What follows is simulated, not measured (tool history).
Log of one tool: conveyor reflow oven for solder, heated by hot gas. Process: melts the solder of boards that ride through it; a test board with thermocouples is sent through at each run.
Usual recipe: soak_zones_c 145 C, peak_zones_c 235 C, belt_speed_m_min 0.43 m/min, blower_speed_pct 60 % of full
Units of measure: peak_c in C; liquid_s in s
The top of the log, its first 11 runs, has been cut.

run 12 hour=707.3 | soak_zones_c=145 peak_zones_c=235 belt_speed_m_min=0.43 blower_speed_pct=60 | peak_c=215.1 liquid_s=61.5
-- hour=736.7 flux residue cleaned out of gas plates and filters
run 13 hour=772.8 | soak_zones_c=145 peak_zones_c=235 belt_speed_m_min=0.43 blower_speed_pct=60 | peak_c=214.4 liquid_s=62.8
run 14 hour=835 | soak_zones_c=145 peak_zones_c=235 belt_speed_m_min=0.43 blower_speed_pct=60 | peak_c=215.1 liquid_s=63.1
run 15 hour=897.9 | soak_zones_c=145 peak_zones_c=242 belt_speed_m_min=0.43 blower_speed_pct=60 | peak_c=219.8 liquid_s=67
run 16 hour=951.4 | soak_zones_c=145 peak_zones_c=229 belt_speed_m_min=0.43 blower_speed_pct=60 | peak_c=209.6 liquid_s=57.2
run 17 hour=1000.3 | soak_zones_c=145 peak_zones_c=229 belt_speed_m_min=0.43 blower_speed_pct=60 | peak_c=209.8 liquid_s=57.4
run 18 hour=1049.9 | soak_zones_c=145 peak_zones_c=246 belt_speed_m_min=0.409 blower_speed_pct=63 | peak_c=226 liquid_s=75.9
run 19 hour=1100.2 | soak_zones_c=141 peak_zones_c=231 belt_speed_m_min=0.365 blower_speed_pct=55 | peak_c=214.3 liquid_s=72.2

Predict the results of run 20:
run 20 hour=1169.5 | soak_zones_c=145 peak_zones_c=230 belt_speed_m_min=0.43 blower_speed_pct=60 | peak_c=? liquid_s=?

{"run 20": {"peak_c": 209.7, "liquid_s": 59.3}}
With no hidden state in the tool, this same run would have given peak_c 209.7 C, liquid_s 59.3 s.
